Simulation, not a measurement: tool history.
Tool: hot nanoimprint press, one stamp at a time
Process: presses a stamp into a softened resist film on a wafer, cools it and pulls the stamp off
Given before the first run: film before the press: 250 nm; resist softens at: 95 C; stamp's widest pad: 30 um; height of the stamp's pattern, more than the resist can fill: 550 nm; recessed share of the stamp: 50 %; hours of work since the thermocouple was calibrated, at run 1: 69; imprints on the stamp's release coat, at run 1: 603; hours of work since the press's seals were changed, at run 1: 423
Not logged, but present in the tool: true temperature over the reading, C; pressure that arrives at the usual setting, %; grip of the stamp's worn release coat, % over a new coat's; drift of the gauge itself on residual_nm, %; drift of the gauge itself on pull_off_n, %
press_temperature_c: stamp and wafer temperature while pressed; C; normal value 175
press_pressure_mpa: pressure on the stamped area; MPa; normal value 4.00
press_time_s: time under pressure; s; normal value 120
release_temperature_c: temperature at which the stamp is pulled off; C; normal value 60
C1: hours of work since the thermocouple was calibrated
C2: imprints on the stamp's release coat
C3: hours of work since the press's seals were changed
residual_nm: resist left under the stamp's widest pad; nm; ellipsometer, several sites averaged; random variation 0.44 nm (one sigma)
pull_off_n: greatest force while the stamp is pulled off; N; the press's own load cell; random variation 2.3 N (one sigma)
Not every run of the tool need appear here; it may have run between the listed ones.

Run 1, hour 0.0: usual settings; C1 69; C2 603; C3 423. Result: residual_nm 94.7 nm, pull_off_n 116 N.
Run 2, hour 42.2: usual settings but release_temperature_c 59 C; C1 101; C2 746; C3 455. Result: residual_nm 94.0 nm, pull_off_n 125 N.
Run 3, hour 86.6: usual settings; C1 134; C2 896; C3 489. Result: residual_nm 94.9 nm, pull_off_n 115 N.
Run 4, hour 128.9: usual settings but press_pressure_mpa 4.82 MPa; C1 166; C2 1039; C3 521. Result: residual_nm 87.7 nm, pull_off_n 126 N.
Run 5, hour 169.7: usual settings but press_pressure_mpa 4.82 MPa; C1 197; C2 1177; C3 552. Result: residual_nm 88.1 nm, pull_off_n 134 N.
Run 6, hour 218.1: usual settings but press_pressure_mpa 4.82 MPa; C1 234; C2 1341; C3 589. Result: residual_nm 86.9 nm, pull_off_n 134 N.
Run 7, hour 249.7: usual settings but press_pressure_mpa 4.82 MPa; C1 258; C2 1448; C3 613. Result: residual_nm 87.7 nm, pull_off_n 134 N.
Run 8, hour 278.7: usual settings but press_pressure_mpa 4.82 MPa, release_temperature_c 58 C; C1 280; C2 1546; C3 635. Result: residual_nm 88.1 nm, pull_off_n 142 N.
Run 9, hour 315.3: usual settings but press_pressure_mpa 4.82 MPa, release_temperature_c 58 C; C1 308; C2 1670; C3 662. Result: residual_nm 88.9 nm, pull_off_n 140 N.
At hour 346.9: plate thermocouple calibrated.
Run 10, hour 355.9: usual settings but press_pressure_mpa 4.82 MPa, release_temperature_c 58 C; C1 7; C2 1797; C3 691. Result: residual_nm 86.5 nm, pull_off_n 147 N.
Run 11, hour 389.7: usual settings but press_pressure_mpa 2.61 MPa, press_time_s 72 s, release_temperature_c 51 C; C1 32; C2 1912; C3 717. Result: residual_nm 136.2 nm, pull_off_n 163 N.
Run 12, hour 439.1: usual settings but press_pressure_mpa 2.61 MPa, press_time_s 72 s, release_temperature_c 51 C; C1 70; C2 2079; C3 754. Result: residual_nm 137.6 nm, pull_off_n 172 N.

What does the tool deliver on the next run?
Run 13, hour 477.3: usual settings but press_pressure_mpa 2.61 MPa, press_time_s 72 s, release_temperature_c 58 C; C1 99; C2 2208; C3 783. Result: residual_nm ?, pull_off_n ?.

Run 13 yielded residual_nm 137.5 nm, pull_off_n 155 N.
With the hidden condition absent and the run-to-run variation left alone, this run would have shown residual_nm 136.3 nm, pull_off_n 105 N.
